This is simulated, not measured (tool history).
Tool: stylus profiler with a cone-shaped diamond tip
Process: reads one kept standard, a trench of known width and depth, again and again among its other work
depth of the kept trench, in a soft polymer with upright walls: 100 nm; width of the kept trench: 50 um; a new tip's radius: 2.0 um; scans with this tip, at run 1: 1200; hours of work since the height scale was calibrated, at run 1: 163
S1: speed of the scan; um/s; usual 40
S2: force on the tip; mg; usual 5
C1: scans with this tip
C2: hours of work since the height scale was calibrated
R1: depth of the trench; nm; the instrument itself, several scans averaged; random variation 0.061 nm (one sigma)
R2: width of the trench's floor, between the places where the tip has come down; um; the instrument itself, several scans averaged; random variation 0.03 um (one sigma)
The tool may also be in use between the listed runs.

Run 1, hour 0: usual settings; C1 1200; C2 163. Result: R1 101.97 nm, R2 48.48 um.
Run 2, hour 23.5: usual settings; C1 1316; C2 179. Result: R1 101.95 nm, R2 48.5 um.
Run 3, hour 54.4: usual settings; C1 1469; C2 200. Result: R1 101.85 nm, R2 48.51 um.
Run 4, hour 87.6: usual settings; C1 1633; C2 222. Result: R1 102.01 nm, R2 48.55 um.
Run 5, hour 117.8: usual settings but S1 12 um/s; C1 1783; C2 242. Result: R1 102 nm, R2 48.56 um.
Run 6, hour 134.5: usual settings but S1 12 um/s; C1 1866; C2 253. Result: R1 102.1 nm, R2 48.65 um.
Run 7, hour 151.3: usual settings but S1 12 um/s; C1 1949; C2 265. Result: R1 102.06 nm, R2 48.62 um.
Run 8, hour 175.9: usual settings; C1 2070; C2 281. Result: R1 101.92 nm, R2 48.51 um.
Run 9, hour 203.7: usual settings but S2 5.42 mg; C1 2208; C2 300. Result: R1 102.14 nm, R2 48.51 um.
Run 10, hour 235.3: usual settings but S2 5.42 mg; C1 2364; C2 321. Result: R1 102.11 nm, R2 48.51 um.
Run 11, hour 255.4: usual settings but S1 36 um/s; C1 2464; C2 335. Result: R1 102.02 nm, R2 48.48 um.
Run 12, hour 278.9: usual settings but S1 11 um/s; C1 2580; C2 351. Result: R1 102 nm, R2 48.56 um.
Run 13, hour 308.7: usual settings but S1 11 um/s; C1 2728; C2 371. Result: R1 102.1 nm, R2 48.56 um.
Run 14, hour 323: usual settings but S1 11 um/s; C1 2799; C2 380. Result: R1 101.99 nm, R2 48.55 um.
Run 15, hour 349.2: usual settings but S1 11 um/s; C1 2928; C2 398. Result: R1 102.04 nm, R2 48.59 um.
Run 16, hour 378.4: usual settings; C1 3073; C2 417. Result: R1 102.02 nm, R2 48.45 um.
Run 17, hour 392.5: usual settings; C1 3143; C2 427. Result: R1 102.01 nm, R2 48.54 um.
Run 18, hour 412.8: usual settings; C1 3243; C2 441. Result: R1 102.07 nm, R2 48.44 um.
Run 19, hour 446: usual settings but S1 39 um/s; C1 3407; C2 463. Result: R1 101.98 nm, R2 48.53 um.
Run 20, hour 471.4: usual settings but S1 39 um/s; C1 3533; C2 480. Result: R1 102.1 nm, R2 48.49 um.
Run 21, hour 492.3: usual settings but S2 9.43 mg; C1 3637; C2 494. Result: R1 103.09 nm, R2 48.5 um.
Run 22, hour 522: usual settings but S2 9.43 mg; C1 3784; C2 514. Result: R1 103.04 nm, R2 48.44 um.
Run 23, hour 542.3: usual settings but S2 9.43 mg; C1 3884; C2 528. Result: R1 103.11 nm, R2 48.47 um.
Run 24, hour 566.6: usual settings but S1 60 um/s, S2 2.27 mg; C1 4004; C2 544. Result: R1 101.39 nm, R2 48.26 um.
Run 25, hour 582.7: usual settings but S1 139 um/s, S2 2.27 mg; C1 4084; C2 555. Result: R1 101.32 nm, R2 47.82 um.
Run 26, hour 611.1: usual settings but S1 33 um/s, S2 9.37 mg; C1 4225; C2 574. Result: R1 103.12 nm, R2 48.46 um.
Run 27, hour 641.4: usual settings but S2 2.17 mg; C1 4375; C2 594. Result: R1 101.33 nm, R2 48.35 um.
Run 28, hour 671.6: usual settings but S1 23 um/s, S2 3.33 mg; C1 4524; C2 615. Result: R1 101.65 nm, R2 48.43 um.
Run 29, hour 687.7: usual settings but S1 23 um/s, S2 3.33 mg; C1 4604; C2 625. Result: R1 101.67 nm, R2 48.49 um.
Run 30, hour 720.4: usual settings but S1 100 um/s, S2 2.01 mg; C1 4766; C2 647. Result: R1 101.36 nm, R2 48.01 um.
Run 31, hour 743.7: usual settings but S1 76 um/s, S2 5.76 mg; C1 4881; C2 663. Result: R1 102.5 nm, R2 48.3 um.
Run 32, hour 775.4: usual settings but S2 2.49 mg; C1 5038; C2 684. Result: R1 101.5 nm, R2 48.29 um.
Run 33, hour 806.8: usual settings but S1 12 um/s, S2 2.65 mg; C1 5193; C2 706. Result: R1 101.54 nm, R2 48.45 um.
Run 34, hour 825.8: usual settings but S1 16 um/s, S2 1.71 mg; C1 5287; C2 718. Result: R1 101.27 nm, R2 48.43 um.
Run 35, hour 850.1: usual settings but S1 14 um/s, S2 1.71 mg; C1 5407; C2 735. Result: R1 101.3 nm, R2 48.42 um.
Run 36, hour 870.9: usual settings but S1 119 um/s, S2 7.27 mg; C1 5510; C2 749. Result: R1 102.74 nm, R2 48.12 um.
Run 37, hour 896.4: usual settings but S2 2.33 mg; C1 5637; C2 766. Result: R1 101.49 nm, R2 48.31 um.
Run 38, hour 920.2: usual settings but S2 2.33 mg; C1 5755; C2 782. Result: R1 101.44 nm, R2 48.34 um.
Run 39, hour 937.4: usual settings but S2 2.33 mg; C1 5840; C2 793. Result: R1 101.46 nm, R2 48.29 um.
Run 40, hour 967.6: usual settings but S1 21 um/s, S2 4.18 mg; C1 5989; C2 814. Result: R1 102.08 nm, R2 48.43 um.
Run 41, hour 995.7: usual settings but S1 21 um/s, S2 4.18 mg; C1 6128; C2 833. Result: R1 102.03 nm, R2 48.41 um.
At hour 1020.9: height scale calibrated on a step standard.
Run 42, hour 1023.9: usual settings but S1 63 um/s, S2 14.29 mg; C1 6265; C2 2. Result: R1 103.95 nm, R2 48.35 um.
Run 43, hour 1042.9: usual settings but S1 73 um/s, S2 5.06 mg; C1 6359; C2 15. Result: R1 101.84 nm, R2 48.26 um.
Run 44, hour 1069.3: usual settings but S1 28 um/s, S2 3.98 mg; C1 6490; C2 33. Result: R1 101.62 nm, R2 48.41 um.
Run 45, hour 1095.4: usual settings but S1 71 um/s, S2 12.48 mg; C1 6619; C2 50. Result: R1 103.56 nm, R2 48.32 um.
Run 46, hour 1128.3: usual settings but S1 50 um/s, S2 3.64 mg; C1 6782; C2 72. Result: R1 101.73 nm, R2 48.3 um.

Predict each of these 3 candidate next runs independently; none follows another, all start after run 46:
Run A, hour 1160.5: usual settings but S1 44 um/s, S2 12.98 mg; C1 6941; C2 94. Result: R1 ?, R2 ?.
Run B, hour 1160.5: usual settings but S1 16 um/s, S2 3.64 mg; C1 6941; C2 94. Result: R1 ?, R2 ?.
Run C, hour 1160.5: usual settings but S1 52 um/s, S2 6.2 mg; C1 6941; C2 94. Result: R1 ?, R2 ?.

run      R1     R2
  A  103.58  48.44
  B  101.62   48.4
  C  102.24  48.32
Without the tool's hidden state the same runs would have given:
run      R1     R2
  A  103.53  48.72
  B  101.57  48.67
  C  102.19   48.6

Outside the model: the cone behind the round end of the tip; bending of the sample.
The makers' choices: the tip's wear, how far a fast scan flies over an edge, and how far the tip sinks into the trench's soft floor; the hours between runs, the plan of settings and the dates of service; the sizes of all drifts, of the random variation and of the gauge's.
